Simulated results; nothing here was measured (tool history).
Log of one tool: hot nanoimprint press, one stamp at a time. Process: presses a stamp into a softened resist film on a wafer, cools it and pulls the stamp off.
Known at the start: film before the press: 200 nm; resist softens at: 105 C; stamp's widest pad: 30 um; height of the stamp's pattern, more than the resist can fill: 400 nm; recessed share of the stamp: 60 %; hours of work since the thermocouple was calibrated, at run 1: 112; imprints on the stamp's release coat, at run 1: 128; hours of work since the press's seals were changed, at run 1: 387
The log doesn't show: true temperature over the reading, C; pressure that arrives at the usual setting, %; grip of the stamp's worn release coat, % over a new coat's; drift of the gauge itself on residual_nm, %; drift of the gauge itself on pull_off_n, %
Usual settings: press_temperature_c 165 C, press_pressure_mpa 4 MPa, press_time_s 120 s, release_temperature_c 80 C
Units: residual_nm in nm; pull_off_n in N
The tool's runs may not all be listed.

run	day	press_temperature_c	press_pressure_mpa	press_time_s	release_temperature_c	hours of work since the thermocouple was calibrated	imprints on the stamp's release coat	hours of work since the press's seals were changed	residual_nm	pull_off_n
1	0	165	4	120	80	112	128	387	92.5	227
2	0.533	165	4	120	80	120	173	395	93.7	239
3	1.029	165	4	120	80	128	214	403	93.9	238
4	1.592	165	4	120	80	136	262	412	92	233
5	2.254	165	4	120	80	147	317	422	93.8	236
6	2.775	165	4.62	120	80	155	361	430	87.9	243
7	3.438	165	4.62	120	80	165	416	441	88	241
8	3.958	165	4	120	80	173	460	449	94	226
9	4.308	165	4	120	73	179	489	454	93.4	277
10	4.833	175	4	120	80	187	533	462	61.6	237
11	5.258	175	4	120	80	194	568	469	61.6	249
12	5.888	175	4	120	80	204	621	479	61.4	239
13	6.488	175	4.96	120	80	213	671	488	55.8	229
14	6.8	163	4	120	80	218	698	493	102.2	238
15	7.2	163	4	120	80	224	731	500	101.7	244
16	7.7	163	4	120	80	232	773	507	102	229
17	8.329	165	2.87	140	80	242	826	517	101.3	235
18	8.808	165	3.02	120	80	249	866	525	105.1	241
19	9.117	172	4	120	80	254	892	530	70.8	233
20	9.446	172	4	120	80	259	919	535	70.2	243
21	9.783	165	4.2	70	87	265	947	540	111.3	209
22	10.4	165	4.14	120	82	274	999	550	93.2	226
23	10.742	165	3.82	116	76	280	1028	555	96.4	257
24	11.296	165	4	115	70	288	1074	564	93.8	288
25	11.908	165	4	115	70	298	1125	573	94.9	285
# day 12.3: plate thermocouple calibrated
26	12.346	173	3.12	85	88	1	1152	578	86.8	195
27	12.804	172	3.12	95	88	8	1190	585	87.2	196
28	13.433	165	4	180	71	18	1242	595	80.3	276
29	13.858	165	4	128	86	24	1278	602	91.2	207
30	14.35	165	4	128	86	32	1319	610	92.2	211

3 ways to go on from here, each from the tool as it stands after run 30. What would each give?
A	14.821	165	2.63	120	80	39	1359	617	?	?
B	14.821	163	3.76	128	66	39	1359	617	?	?
C	14.821	165	2.78	128	86	39	1359	617	?	?

run	residual_nm	pull_off_n
A	109.8	236
B	101.1	304
C	105.6	216
Without the tool's hidden state the same runs would have given:
run	residual_nm	pull_off_n
A	109.8	233
B	101	299
C	105.5	213
